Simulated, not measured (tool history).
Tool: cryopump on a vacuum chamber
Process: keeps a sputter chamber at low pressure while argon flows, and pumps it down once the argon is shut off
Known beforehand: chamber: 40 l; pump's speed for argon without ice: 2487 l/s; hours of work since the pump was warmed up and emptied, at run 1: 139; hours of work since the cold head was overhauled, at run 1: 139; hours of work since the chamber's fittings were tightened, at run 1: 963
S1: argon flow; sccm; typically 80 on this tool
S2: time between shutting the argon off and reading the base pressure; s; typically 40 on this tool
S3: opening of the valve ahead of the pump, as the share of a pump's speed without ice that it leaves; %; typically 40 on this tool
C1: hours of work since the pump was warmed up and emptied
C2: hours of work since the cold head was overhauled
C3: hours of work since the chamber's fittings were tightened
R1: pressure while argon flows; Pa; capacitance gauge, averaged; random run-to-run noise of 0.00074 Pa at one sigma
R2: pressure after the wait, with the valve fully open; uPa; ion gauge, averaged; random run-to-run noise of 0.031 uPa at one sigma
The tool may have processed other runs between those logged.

run    hour   S1   S2  S3    C1    C2    C3      R1    R2
  1     0.0   80   40  40   139   139   963  0.1384  1.87
  2    50.0   80   40  40   181   181  1006  0.1382  1.89
  3   108.1   80   40  40   230   230  1055  0.1397  1.93
  4   166.8   80   40  40   280   280  1104  0.1398  1.97
  5   225.9  115   40  40   330   330  1154  0.2025  1.97
  6   275.1   80   40  40   371   371  1196  0.1418  2.05
  7   315.3   80   40  40   405   405  1230  0.1424  2.09
      346.7  -- leaking fittings of the chamber tightened, without venting
  8   367.6   80   40  40   448   448    18  0.1439  1.53
  9   405.6   80   40  40   480   480    50  0.1445  1.62
 10   466.6   37   40  40   531   531   101  0.0666  1.64
 11   522.9   80   40  40   579   579   149  0.1466  1.63
 12   554.4   80   40  40   605   605   175  0.1478  1.61
 13   609.0   80   40  40   652   652   221  0.1482  1.65
 14   647.9   80   40  40   684   684   254  0.1491  1.71
 15   694.4   80   40  40   724   724   294  0.1498  1.74
 16   725.3   80   40  40   750   750   320  0.1490  1.72
 17   769.9   80   40  40   787   787   357  0.1506  1.70
 18   828.0   80   40  40   837   837   406  0.1516  1.72
 19   874.9   42   82  40   876   876   446  0.0797  1.09
 20   918.5   42   82  40   913   913   483  0.0814  1.09
 21   947.2   42   82  40   937   937   507  0.0808  1.06
 22   988.3   39  146  23   972   972   542  0.1256  0.84
 23  1034.1  123   40  36  1011  1011   580  0.2615  1.86
 24  1077.0  129  166  38  1047  1047   617  0.2678  0.79
 25  1137.3  129  166  38  1098  1098   668  0.2684  0.82
 26  1184.8  129  166  38  1138  1138   708  0.2690  0.84
     1202.7  -- pump warmed up, emptied and cooled again
 27  1251.2   66  166  38    41  1190   760  0.1193  0.73
 28  1281.3   41   40  15    66  1215   785  0.1862  1.78

What does the tool deliver on the next run?
 29  1336.9  41  154  15  113  1262  832   ?   ?

R1: 0.1859 Pa
R2: 0.82 uPa
With the hidden condition absent and the run-to-run variation left alone, this run would have shown R1 0.1846 Pa, R2 0.52 uPa.

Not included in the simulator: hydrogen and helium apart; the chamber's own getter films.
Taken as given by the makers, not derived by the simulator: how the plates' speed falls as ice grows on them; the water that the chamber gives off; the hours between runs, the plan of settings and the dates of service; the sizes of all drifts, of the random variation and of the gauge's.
